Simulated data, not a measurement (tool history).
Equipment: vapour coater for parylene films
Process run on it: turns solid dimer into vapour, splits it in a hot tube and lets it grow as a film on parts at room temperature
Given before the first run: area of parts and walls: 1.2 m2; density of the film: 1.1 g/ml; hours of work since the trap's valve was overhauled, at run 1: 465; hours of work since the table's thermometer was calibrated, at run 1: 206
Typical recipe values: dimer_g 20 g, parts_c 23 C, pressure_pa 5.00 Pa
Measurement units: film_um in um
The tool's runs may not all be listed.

run	hour	dimer_g	parts_c	pressure_pa	hours of work since the trap's valve was overhauled	hours of work since the table's thermometer was calibrated	film_um
1	0.0	20	23	5.00	465	206	9.89
2	7.3	20	23	5.00	471	212	9.98
3	14.5	20	23	5.00	477	218	9.90
4	26.1	20	23	5.00	487	228	9.95
5	33.3	20	23	5.00	493	234	10.03
6	48.9	20	23	5.00	506	247	9.84
7	60.3	20	23	4.74	515	256	9.85
8	74.6	20	28	5.00	527	268	7.93
9	89.0	11	23	5.00	539	280	5.46
# hour 105.0: trap's valve overhauled
10	108.0	20	23	2.43	2	293	12.09
11	116.4	20	23	2.43	9	300	12.09
12	126.2	20	23	10.45	18	308	9.79
13	135.9	20	23	10.45	26	316	9.89
14	143.0	20	23	10.45	32	322	9.95
15	156.5	20	23	10.45	43	333	9.87
16	166.4	20	23	10.45	51	341	9.79
17	177.1	24	23	10.18	60	350	11.71
18	189.5	13	31	5.61	70	361	4.78
19	201.7	23	29	5.00	80	371	9.35
20	217.6	20	17	7.47	94	384	13.37
21	234.0	20	17	7.47	107	398	13.48
22	244.1	20	17	7.47	116	406	13.45
23	252.2	9	24	5.00	123	413	4.61
24	262.2	9	24	5.00	131	421	4.58
25	278.7	9	24	5.00	145	435	4.59

Estimate the outcome of run 26 from the log above:
26	285.4	9	17	3.31	150	440	?

film_um: 6.44 um
Were there no unlogged condition in the tool, this run, its random variation unchanged, would have produced film_um 6.65 um.

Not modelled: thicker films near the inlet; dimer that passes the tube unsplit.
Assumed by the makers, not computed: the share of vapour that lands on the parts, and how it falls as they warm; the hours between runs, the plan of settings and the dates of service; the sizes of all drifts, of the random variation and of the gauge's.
